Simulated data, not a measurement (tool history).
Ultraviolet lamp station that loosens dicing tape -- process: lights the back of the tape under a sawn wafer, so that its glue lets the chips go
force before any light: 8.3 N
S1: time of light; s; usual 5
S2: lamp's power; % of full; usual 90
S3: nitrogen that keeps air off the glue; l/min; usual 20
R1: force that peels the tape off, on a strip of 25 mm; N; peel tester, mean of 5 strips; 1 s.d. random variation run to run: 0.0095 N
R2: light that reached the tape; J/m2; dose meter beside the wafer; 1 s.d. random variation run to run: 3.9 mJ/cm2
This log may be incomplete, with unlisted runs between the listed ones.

run 1 hour=0 | S1=5 S2=90 S3=20 | R1=0.524 R2=5770
run 2 hour=15.6 | S1=8 S2=90 S3=20 | R1=0.285 R2=9170
run 3 hour=40 | S1=8 S2=90 S3=20 | R1=0.287 R2=9140
run 4 hour=56.2 | S1=8 S2=90 S3=20 | R1=0.288 R2=9100
run 5 hour=75.5 | S1=8 S2=90 S3=20 | R1=0.278 R2=9090
run 6 hour=92.5 | S1=5 S2=90 S3=20 | R1=0.533 R2=5630
run 7 hour=109.4 | S1=7 S2=90 S3=20 | R1=0.335 R2=7900
run 8 hour=125.2 | S1=7 S2=90 S3=20 | R1=0.337 R2=7900
run 9 hour=144.6 | S1=7 S2=90 S3=20 | R1=0.325 R2=7830
run 10 hour=168.8 | S1=5 S2=90 S3=20 | R1=0.56 R2=5570
run 11 hour=184 | S1=5 S2=84 S3=20 | R1=0.659 R2=5220
run 12 hour=203.8 | S1=5 S2=89 S3=20 | R1=0.558 R2=5450
run 13 hour=227.8 | S1=5 S2=89 S3=20 | R1=0.568 R2=5450
run 14 hour=254.8 | S1=5 S2=90 S3=20 | R1=0.592 R2=5430
run 15 hour=267.1 | S1=5 S2=90 S3=20 | R1=0.584 R2=5530
run 16 hour=293.7 | S1=5 S2=100 S3=26 | R1=0.422 R2=5940
run 17 hour=309.1 | S1=3 S2=100 S3=26 | R1=1.069 R2=3590
run 18 hour=333.4 | S1=3 S2=100 S3=26 | R1=1.107 R2=3570
run 19 hour=353.7 | S1=3 S2=100 S3=26 | R1=1.134 R2=3550
run 20 hour=377.3 | S1=5 S2=65 S3=20 | R1=1.162 R2=3830
run 21 hour=388.5 | S1=5 S2=65 S3=20 | R1=1.102 R2=3850
run 22 hour=411.8 | S1=5 S2=65 S3=20 | R1=1.145 R2=3840
run 23 hour=427.9 | S1=5 S2=65 S3=20 | R1=1.11 R2=3780
run 24 hour=454.7 | S1=5 S2=65 S3=8 | R1=1.92 R2=3790
run 25 hour=468.5 | S1=5 S2=92 S3=8 | R1=1.181 R2=5330
run 26 hour=480.1 | S1=6 S2=69 S3=11 | R1=1.142 R2=4780
run 27 hour=493.9 | S1=2 S2=89 S3=24 | R1=2.557 R2=2010
run 28 hour=520.5 | S1=2 S2=89 S3=24 | R1=2.566 R2=2020
run 29 hour=534.5 | S1=2 S2=74 S3=24 | R1=3.105 R2=1680

Alternative continuations, all from the tool just after run 29; predict every row:
run A hour=560.9 | S1=5 S2=90 S3=8 | R1=? R2=?
run B hour=560.9 | S1=4 S2=90 S3=20 | R1=? R2=?
run C hour=560.9 | S1=5 S2=90 S3=24 | R1=? R2=?
run D hour=560.9 | S1=2 S2=75 S3=12 | R1=? R2=?

run=A R1=1.293 R2=5060
run=B R1=1.003 R2=4070
run=C R1=0.604 R2=5040
run=D R1=3.891 R2=1690
Without the tool's hidden state the same runs would have given:
run=A R1=0.79 R2=6670
run=B R1=0.604 R2=5370
run=C R1=0.384 R2=6650
run=D R1=3.059 R2=2230

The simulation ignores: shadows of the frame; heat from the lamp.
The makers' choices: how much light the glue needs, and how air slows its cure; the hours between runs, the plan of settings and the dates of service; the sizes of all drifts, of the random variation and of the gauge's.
